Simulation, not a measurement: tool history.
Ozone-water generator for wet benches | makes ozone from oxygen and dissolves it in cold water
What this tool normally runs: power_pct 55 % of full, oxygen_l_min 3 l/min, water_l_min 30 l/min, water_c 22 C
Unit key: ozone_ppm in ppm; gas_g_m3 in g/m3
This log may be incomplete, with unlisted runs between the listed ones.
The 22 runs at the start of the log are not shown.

{"run": 23, "hour": 1243.7, "power_pct": 55, "oxygen_l_min": 3, "water_l_min": 20, "water_c": 16, "ozone_ppm": 11.8, "gas_g_m3": 145.6}
{"run": 24, "hour": 1277.2, "power_pct": 55, "oxygen_l_min": 3, "water_l_min": 20, "water_c": 16, "ozone_ppm": 11.9, "gas_g_m3": 144.5}
{"run": 25, "hour": 1338.6, "power_pct": 45, "oxygen_l_min": 1.53, "water_l_min": 26, "water_c": 26, "ozone_ppm": 6.4, "gas_g_m3": 185.2}
{"run": 26, "hour": 1394.7, "power_pct": 75, "oxygen_l_min": 1.53, "water_l_min": 26, "water_c": 24, "ozone_ppm": 9.1, "gas_g_m3": 258}
{"run": 27, "hour": 1450.7, "power_pct": 55, "oxygen_l_min": 3, "water_l_min": 25, "water_c": 24, "ozone_ppm": 8.8, "gas_g_m3": 144.3}
{"run": 28, "hour": 1530.0, "power_pct": 55, "oxygen_l_min": 2.06, "water_l_min": 37, "water_c": 17, "ozone_ppm": 5, "gas_g_m3": 181}
{"run": 29, "hour": 1588.8, "power_pct": 56, "oxygen_l_min": 2.06, "water_l_min": 42, "water_c": 15, "ozone_ppm": 4.5, "gas_g_m3": 180.7}
{"run": 30, "hour": 1647.8, "power_pct": 55, "oxygen_l_min": 3, "water_l_min": 40, "water_c": 22, "ozone_ppm": 5, "gas_g_m3": 144.7}
{"run": 31, "hour": 1706.3, "power_pct": 55, "oxygen_l_min": 3, "water_l_min": 40, "water_c": 22, "ozone_ppm": 5.2, "gas_g_m3": 145.1}
{"run": 32, "hour": 1763.4, "power_pct": 70, "oxygen_l_min": 3, "water_l_min": 30, "water_c": 27, "ozone_ppm": 8, "gas_g_m3": 168.1}
{"run": 33, "hour": 1829.8, "power_pct": 55, "oxygen_l_min": 3.98, "water_l_min": 19, "water_c": 18, "ozone_ppm": 12.6, "gas_g_m3": 122.3}

Here are 3 independent what-if runs from the current tool condition. What would each one return?
{"run": "A", "hour": 1893.5, "power_pct": 46, "oxygen_l_min": 3.98, "water_l_min": 43, "water_c": 22, "ozone_ppm": "?", "gas_g_m3": "?"}
{"run": "B", "hour": 1893.5, "power_pct": 41, "oxygen_l_min": 3, "water_l_min": 30, "water_c": 22, "ozone_ppm": "?", "gas_g_m3": "?"}
{"run": "C", "hour": 1893.5, "power_pct": 55, "oxygen_l_min": 1.55, "water_l_min": 19, "water_c": 16, "ozone_ppm": "?", "gas_g_m3": "?"}

run=A ozone_ppm=4.3 gas_g_m3=109.4
run=B ozone_ppm=5.7 gas_g_m3=119.2
run=C ozone_ppm=11 gas_g_m3=208.4
Had the tool no hidden state, the same runs would have come out as:
run=A ozone_ppm=4.5 gas_g_m3=111.6
run=B ozone_ppm=5.9 gas_g_m3=121.3
run=C ozone_ppm=11.3 gas_g_m3=213.2
